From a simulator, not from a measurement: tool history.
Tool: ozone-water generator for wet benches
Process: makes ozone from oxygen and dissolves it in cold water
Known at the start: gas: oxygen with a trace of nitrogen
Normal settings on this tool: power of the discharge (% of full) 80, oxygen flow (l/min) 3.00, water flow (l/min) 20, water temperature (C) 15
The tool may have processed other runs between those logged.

run   hour  power of the discharge (% of full)  oxygen flow (l/min)  water flow (l/min)  water temperature (C)  dissolved ozone (ppm)  ozone in the gas ahead of the water (g/m3)
  1    0.0                                  80                 3.00                  20                     15                   22.6                                       297.0
  2   52.9                                  71                 3.00                  20                     15                   20.7                                       272.4
  3   93.8                                  71                 3.00                  20                     15                   20.6                                       272.6
  4  132.8                                  71                 3.00                  20                     15                   20.9                                       273.2
  5  166.0                                  71                 3.00                  20                     15                   20.6                                       270.4
  6  209.7                                  71                 3.00                  20                     15                   20.5                                       270.9
  7  261.6                                  71                 3.00                  20                     15                   20.7                                       272.4
  8  313.0                                  71                 3.00                  20                     15                   20.3                                       271.6
  9  361.6                                  71                 3.00                  20                     15                   20.4                                       275.8
 10  406.9                                  71                 3.00                  20                     15                   20.6                                       270.1
 11  454.1                                  88                 4.79                  19                     22                   24.3                                       252.0
 12  482.0                                  97                 3.00                  14                     17                   35.4                                       338.7
 13  514.3                                  41                 2.89                  25                     15                   10.7                                       186.5
 14  544.8                                  91                 2.89                  18                     15                   27.2                                       329.3
 15  575.4                                  80                 2.13                  20                     19                   19.8                                       351.9
 16  615.2                                  64                 2.44                  20                     19                   17.6                                       278.5
 17  669.3                                  56                 3.00                  27                     21                   11.6                                       229.9
 18  715.7                                  80                 3.00                  16                     19                   26.5                                       295.6
 19  748.8                                  91                 2.83                  19                      8                   27.0                                       332.9

Branching from run 19: 4 alternative next runs. What would each branch give?
  A  782.4                                  88                 3.00                  13                      8                      ?                                           ?
  B  782.4                                  73                 2.88                  25                      8                      ?                                           ?
  C  782.4                                  43                 2.83                  16                      8                      ?                                           ?
  D  782.4                                  61                 2.68                  20                     15                      ?                                           ?

run  dissolved ozone (ppm)  ozone in the gas ahead of the water (g/m3)
  A                   39.0                                       317.4
  B                   16.9                                       279.6
  C                   19.0                                       193.2
  D                   17.7                                       256.9
Without the tool's hidden state the same runs would have given:
run  dissolved ozone (ppm)  ozone in the gas ahead of the water (g/m3)
  A                   41.5                                       331.1
  B                   18.1                                       290.3
  C                   19.9                                       197.8
  D                   18.8                                       265.5

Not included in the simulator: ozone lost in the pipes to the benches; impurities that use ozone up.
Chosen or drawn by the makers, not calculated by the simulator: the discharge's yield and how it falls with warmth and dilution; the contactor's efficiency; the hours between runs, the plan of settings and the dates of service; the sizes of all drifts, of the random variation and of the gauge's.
